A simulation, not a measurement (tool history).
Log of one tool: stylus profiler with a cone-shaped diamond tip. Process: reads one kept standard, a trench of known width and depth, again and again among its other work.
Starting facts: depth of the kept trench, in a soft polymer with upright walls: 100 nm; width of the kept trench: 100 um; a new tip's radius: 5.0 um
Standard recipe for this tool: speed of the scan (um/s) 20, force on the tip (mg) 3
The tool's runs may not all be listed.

| run | hour | speed of the scan (um/s) | force on the tip (mg) | depth of the trench (nm) | width of the trench's floor (um) |
|---|---|---|---|---|---|
| 1 | 0 | 20 | 3 | 101.64 | 97.92 |
| 2 | 52.3 | 20 | 3 | 101.65 | 97.91 |
| 3 | 87.9 | 20 | 3 | 101.67 | 97.91 |
| 4 | 137.1 | 20 | 3 | 101.62 | 97.91 |
| 5 | 176.7 | 20 | 3 | 101.85 | 97.95 |
| 6 | 236.7 | 20 | 3 | 101.63 | 97.89 |
| 7 | 287.4 | 20 | 3 | 101.75 | 97.91 |
| 8 | 345.1 | 20 | 3 | 101.69 | 97.9 |
| 9 | 373.7 | 20 | 3 | 101.75 | 97.97 |
| 10 | 417.2 | 20 | 3 | 101.63 | 97.9 |
| 11 | 461.9 | 20 | 3 | 101.76 | 97.96 |
| 12 | 496.5 | 20 | 3 | 101.67 | 97.86 |
| 13 | 528 | 20 | 3 | 101.59 | 97.95 |
| 14 | 576.2 | 20 | 3 | 101.64 | 97.91 |
| 15 | 624.3 | 20 | 3 | 101.76 | 97.89 |
| 16 | 673 | 20 | 3 | 101.71 | 97.93 |
| 17 | 716.6 | 6 | 3 | 101.71 | 98.03 |
| 18 | 761.9 | 39 | 3 | 101.67 | 97.82 |
| 19 | 824.2 | 20 | 7.76 | 103.18 | 97.98 |
| 20 | 853.5 | 20 | 7.76 | 103.34 | 97.89 |
| 21 | 914.4 | 5 | 4.74 | 102.39 | 97.97 |
| 22 | 950.7 | 45 | 3.12 | 101.79 | 97.79 |
| 23 | 1014.6 | 45 | 3.12 | 101.73 | 97.84 |
| 24 | 1061 | 18 | 1.33 | 101.14 | 97.81 |
| 25 | 1123.1 | 18 | 1.33 | 101.1 | 97.88 |
| 26 | 1188.7 | 47 | 1.1 | 100.89 | 97.72 |
| 27 | 1238.9 | 47 | 1.1 | 100.67 | 97.6 |
| 28 | 1270.4 | 6 | 6 | 102.75 | 97.97 |
| 29 | 1321.1 | 20 | 1.6 | 101.08 | 97.88 |
| 30 | 1384.8 | 27 | 7.87 | 103.17 | 97.89 |
| 31 | 1420.6 | 27 | 7.87 | 103.26 | 97.91 |
| 32 | 1462.8 | 49 | 3.39 | 101.93 | 97.78 |
| 33 | 1494.1 | 30 | 1.88 | 101.3 | 97.79 |
| 34 | 1543.2 | 61 | 3.26 | 101.83 | 97.72 |
| 35 | 1593 | 61 | 5.93 | 102.62 | 97.81 |
| 36 | 1624 | 11 | 1.2 | 100.91 | 97.92 |
| 37 | 1672.8 | 46 | 7.5 | 103.18 | 97.87 |
| 38 | 1724.9 | 64 | 1.75 | 101.11 | 97.57 |
| 39 | 1775.9 | 29 | 6.18 | 102.8 | 97.89 |
| 40 | 1835.7 | 29 | 6.18 | 102.79 | 97.93 |

Branching from run 40: 5 alternative next runs. What would each branch give?
| A | 1866.9 | 15 | 1.18 | ? | ? |
| B | 1866.9 | 8 | 2.4 | ? | ? |
| C | 1866.9 | 29 | 1.87 | ? | ? |
| D | 1866.9 | 8 | 5.88 | ? | ? |
| E | 1866.9 | 27 | 6.18 | ? | ? |

| run | depth of the trench (nm) | width of the trench's floor (um) |
|---|---|---|
| A | 100.87 | 97.92 |
| B | 101.51 | 97.93 |
| C | 101.19 | 97.81 |
| D | 102.65 | 97.95 |
| E | 102.84 | 97.94 |
Had the tool no hidden state, the same runs would have come out as:
| run | depth of the trench (nm) | width of the trench's floor (um) |
|---|---|---|
| A | 100.87 | 97.92 |
| B | 101.51 | 97.93 |
| C | 101.18 | 97.81 |
| D | 102.64 | 97.95 |
| E | 102.84 | 97.94 |
